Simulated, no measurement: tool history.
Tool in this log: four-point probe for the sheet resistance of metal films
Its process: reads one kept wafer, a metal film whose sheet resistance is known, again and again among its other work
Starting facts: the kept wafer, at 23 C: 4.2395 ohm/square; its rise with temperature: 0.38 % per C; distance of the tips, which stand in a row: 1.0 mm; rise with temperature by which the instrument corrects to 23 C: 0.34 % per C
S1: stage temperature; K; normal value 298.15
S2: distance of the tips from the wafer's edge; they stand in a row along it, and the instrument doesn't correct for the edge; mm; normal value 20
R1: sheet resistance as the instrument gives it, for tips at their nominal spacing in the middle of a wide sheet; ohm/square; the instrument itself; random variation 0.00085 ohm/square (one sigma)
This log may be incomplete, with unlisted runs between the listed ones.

Run 1, hour 0.0: usual settings. Result: R1 4.247927 ohm/square.
Run 2, hour 61.7: usual settings but S2 7 mm. Result: R1 4.287864 ohm/square.
Run 3, hour 123.5: usual settings but S1 299.15 K. Result: R1 4.248699 ohm/square.
Run 4, hour 170.6: usual settings. Result: R1 4.248852 ohm/square.
Run 5, hour 224.8: usual settings. Result: R1 4.248292 ohm/square.
Run 6, hour 305.7: usual settings. Result: R1 4.247996 ohm/square.
Run 7, hour 381.1: usual settings. Result: R1 4.246876 ohm/square.
Run 8, hour 449.7: usual settings. Result: R1 4.247374 ohm/square.
Run 9, hour 501.7: usual settings. Result: R1 4.246694 ohm/square.
Run 10, hour 574.6: usual settings. Result: R1 4.247889 ohm/square.
Run 11, hour 654.3: usual settings. Result: R1 4.246702 ohm/square.
Run 12, hour 718.4: usual settings but S2 4 mm. Result: R1 4.379744 ohm/square.
Run 13, hour 760.0: usual settings but S2 4 mm. Result: R1 4.380537 ohm/square.
Run 14, hour 815.8: usual settings. Result: R1 4.246665 ohm/square.
Run 15, hour 898.9: usual settings but S2 34 mm. Result: R1 4.244513 ohm/square.
Run 16, hour 953.6: usual settings but S1 306.15 K. Result: R1 4.260117 ohm/square.
Run 17, hour 994.2: usual settings. Result: R1 4.246910 ohm/square.
Run 18, hour 1049.4: usual settings but S1 293.15 K, S2 22 mm. Result: R1 4.239954 ohm/square.
Run 19, hour 1128.8: usual settings but S1 293.15 K, S2 22 mm. Result: R1 4.241230 ohm/square.
Run 20, hour 1198.3: usual settings but S1 293.15 K, S2 22 mm. Result: R1 4.239334 ohm/square.
Run 21, hour 1269.0: usual settings but S1 293.15 K, S2 22 mm. Result: R1 4.240590 ohm/square.
Run 22, hour 1332.0: usual settings but S1 297.15 K, S2 36 mm. Result: R1 4.242334 ohm/square.
Run 23, hour 1385.0: usual settings but S1 297.15 K, S2 36 mm. Result: R1 4.243825 ohm/square.
Run 24, hour 1436.2: usual settings but S1 297.15 K, S2 36 mm. Result: R1 4.241875 ohm/square.

Forecast run 25:
At hour 1473.5: new probe head fitted.
Run 25, hour 1480.0: usual settings but S1 297.15 K, S2 36 mm. Result: R1 ?.

Run 25 produced R1 4.242609 ohm/square.
On a tool with no hidden condition, and with the same random variation, this run would have come out at R1 4.242739 ohm/square.

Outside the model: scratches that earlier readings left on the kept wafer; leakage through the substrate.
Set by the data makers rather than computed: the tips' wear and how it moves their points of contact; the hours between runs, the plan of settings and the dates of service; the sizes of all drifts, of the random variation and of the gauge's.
